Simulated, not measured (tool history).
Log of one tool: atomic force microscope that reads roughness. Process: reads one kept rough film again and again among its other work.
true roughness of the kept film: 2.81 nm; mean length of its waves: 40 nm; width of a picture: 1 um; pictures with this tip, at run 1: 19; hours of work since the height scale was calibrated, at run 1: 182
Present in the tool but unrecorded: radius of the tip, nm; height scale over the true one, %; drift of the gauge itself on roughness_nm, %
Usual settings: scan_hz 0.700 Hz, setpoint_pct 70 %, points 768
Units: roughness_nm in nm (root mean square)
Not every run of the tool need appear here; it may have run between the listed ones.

| run | hour | scan_hz | setpoint_pct | points | pictures with this tip | hours of work since the height scale was calibrated | roughness_nm |
|---|---|---|---|---|---|---|---|
| 1 | 0.0 | 0.700 | 70 | 768 | 19 | 182 | 2.582 |
| 2 | 7.9 | 0.700 | 70 | 768 | 37 | 188 | 2.585 |
| 3 | 14.2 | 0.700 | 70 | 768 | 51 | 193 | 2.565 |
| 4 | 20.1 | 0.700 | 70 | 768 | 65 | 197 | 2.543 |
| 5 | 26.8 | 0.700 | 70 | 768 | 80 | 202 | 2.537 |
| 6 | 32.7 | 0.700 | 70 | 567 | 94 | 207 | 2.522 |
| 7 | 38.8 | 0.700 | 70 | 598 | 108 | 211 | 2.513 |
| 8 | 49.8 | 0.700 | 70 | 598 | 133 | 220 | 2.481 |
| 9 | 62.3 | 0.700 | 70 | 598 | 162 | 230 | 2.465 |
| 10 | 68.9 | 0.700 | 70 | 598 | 177 | 235 | 2.446 |
|  | 82.3 | new tip fitted |
| 11 | 83.6 | 0.700 | 70 | 598 | 3 | 246 | 2.602 |
| 12 | 91.3 | 0.700 | 70 | 768 | 20 | 251 | 2.588 |
| 13 | 97.1 | 0.700 | 70 | 768 | 34 | 256 | 2.572 |
| 14 | 109.9 | 0.700 | 70 | 768 | 63 | 266 | 2.553 |
| 15 | 122.3 | 0.879 | 70 | 768 | 92 | 275 | 2.485 |
| 16 | 134.1 | 0.879 | 70 | 768 | 119 | 284 | 2.464 |
| 17 | 142.6 | 0.700 | 70 | 768 | 138 | 291 | 2.501 |
| 18 | 153.7 | 0.700 | 70 | 768 | 164 | 299 | 2.464 |
| 19 | 167.0 | 0.700 | 70 | 768 | 194 | 309 | 2.430 |
|  | 173.2 | new tip fitted |
| 20 | 174.5 | 0.700 | 70 | 768 | 4 | 315 | 2.595 |
| 21 | 187.3 | 0.700 | 70 | 768 | 33 | 325 | 2.572 |
| 22 | 196.4 | 0.700 | 70 | 768 | 54 | 332 | 2.568 |
| 23 | 208.3 | 0.700 | 70 | 768 | 81 | 341 | 2.524 |
| 24 | 218.4 | 0.700 | 70 | 310 | 104 | 348 | 2.496 |
| 25 | 229.9 | 0.700 | 70 | 310 | 131 | 357 | 2.487 |
| 26 | 236.6 | 0.700 | 70 | 310 | 146 | 362 | 2.471 |
| 27 | 250.3 | 0.700 | 64 | 768 | 178 | 373 | 2.481 |
|  | 263.1 | new tip fitted |
| 28 | 264.6 | 0.700 | 60 | 269 | 3 | 384 | 2.639 |
|  | 266.7 | height scale calibrated on a step standard |
| 29 | 274.8 | 1.241 | 63 | 340 | 25 | 6 | 2.563 |
| 30 | 282.3 | 1.241 | 63 | 340 | 42 | 12 | 2.553 |
| 31 | 288.8 | 1.241 | 63 | 340 | 57 | 17 | 2.529 |
| 32 | 300.4 | 2.552 | 63 | 340 | 83 | 26 | 2.394 |
| 33 | 307.3 | 2.876 | 67 | 768 | 99 | 31 | 2.275 |
| 34 | 318.1 | 1.233 | 81 | 288 | 124 | 39 | 2.280 |
| 35 | 329.7 | 0.917 | 56 | 699 | 151 | 48 | 2.538 |
|  | 340.4 | height scale calibrated on a step standard, once more |
| 36 | 341.2 | 0.699 | 58 | 768 | 175 | 1 | 2.516 |
| 37 | 348.5 | 0.700 | 70 | 293 | 192 | 6 | 2.414 |

The next listed run, before its measurement:
|  | 355.3 | new tip fitted |
| 38 | 361.2 | 0.700 | 78 | 499 | 14 | 16 | ? |

roughness_nm: 2.521 nm (root mean square)
Minus the tool's unlogged condition, the same run would have read roughness_nm 2.537 nm (root mean square).

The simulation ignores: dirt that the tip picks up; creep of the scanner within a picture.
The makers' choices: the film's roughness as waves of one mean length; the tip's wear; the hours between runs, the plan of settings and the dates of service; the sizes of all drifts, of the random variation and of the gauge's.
